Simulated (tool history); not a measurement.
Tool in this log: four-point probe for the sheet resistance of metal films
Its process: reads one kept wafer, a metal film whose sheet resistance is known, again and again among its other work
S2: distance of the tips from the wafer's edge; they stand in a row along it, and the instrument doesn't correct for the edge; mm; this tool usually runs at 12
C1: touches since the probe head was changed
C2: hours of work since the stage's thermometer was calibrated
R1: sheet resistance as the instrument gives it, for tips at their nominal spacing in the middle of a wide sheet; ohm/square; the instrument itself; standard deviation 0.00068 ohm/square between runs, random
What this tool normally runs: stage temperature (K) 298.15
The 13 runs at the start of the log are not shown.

{"run": 14, "hour": 224.7, "stage temperature (K)": 298.15, "S2": 5, "C1": 25296, "C2": 203, "R1": 3.415965}
{"run": 15, "hour": 247.3, "stage temperature (K)": 298.15, "S2": 5, "C1": 26416, "C2": 216, "R1": 3.415151}
{"run": 16, "hour": 262.6, "stage temperature (K)": 292.15, "S2": 5, "C1": 27176, "C2": 225, "R1": 3.425406}
{"run": 17, "hour": 275.4, "stage temperature (K)": 298.15, "S2": 58, "C1": 27808, "C2": 232, "R1": 3.398377}
{"run": 18, "hour": 292.8, "stage temperature (K)": 298.15, "S2": 12, "C1": 28673, "C2": 242, "R1": 3.399991}
{"run": 19, "hour": 308.9, "stage temperature (K)": 299.15, "S2": 12, "C1": 29469, "C2": 251, "R1": 3.399482}
{"run": 20, "hour": 323.7, "stage temperature (K)": 298.15, "S2": 12, "C1": 30204, "C2": 260, "R1": 3.401}
{"run": 21, "hour": 333.4, "stage temperature (K)": 298.15, "S2": 10, "C1": 30684, "C2": 265, "R1": 3.402694}
{"run": 22, "hour": 352.2, "stage temperature (K)": 298.15, "S2": 10, "C1": 31620, "C2": 276, "R1": 3.402476}
{"run": 23, "hour": 374.3, "stage temperature (K)": 298.15, "S2": 10, "C1": 32716, "C2": 289, "R1": 3.401258}
{"run": 24, "hour": 383.8, "stage temperature (K)": 306.15, "S2": 12, "C1": 33187, "C2": 294, "R1": 3.38815}
{"run": 25, "hour": 403.5, "stage temperature (K)": 292.15, "S2": 39, "C1": 34163, "C2": 306, "R1": 3.406565}
{"run": 26, "hour": 421.1, "stage temperature (K)": 307.15, "S2": 21, "C1": 35038, "C2": 316, "R1": 3.383514}
{"run": 27, "hour": 431.2, "stage temperature (K)": 307.15, "S2": 21, "C1": 35538, "C2": 322, "R1": 3.383871}
{"run": 28, "hour": 442.2, "stage temperature (K)": 301.15, "S2": 51, "C1": 36082, "C2": 328, "R1": 3.393077}

Run 29, settings as shown, results not yet in. Your forecast:
{"run": 29, "hour": 463.7, "stage temperature (K)": 301.15, "S2": 51, "C1": 37151, "C2": 340, "R1": "?"}

R1: 3.391777 ohm/square
The same run, on a tool lacking any hidden state, would have yielded R1 3.391903 ohm/square.
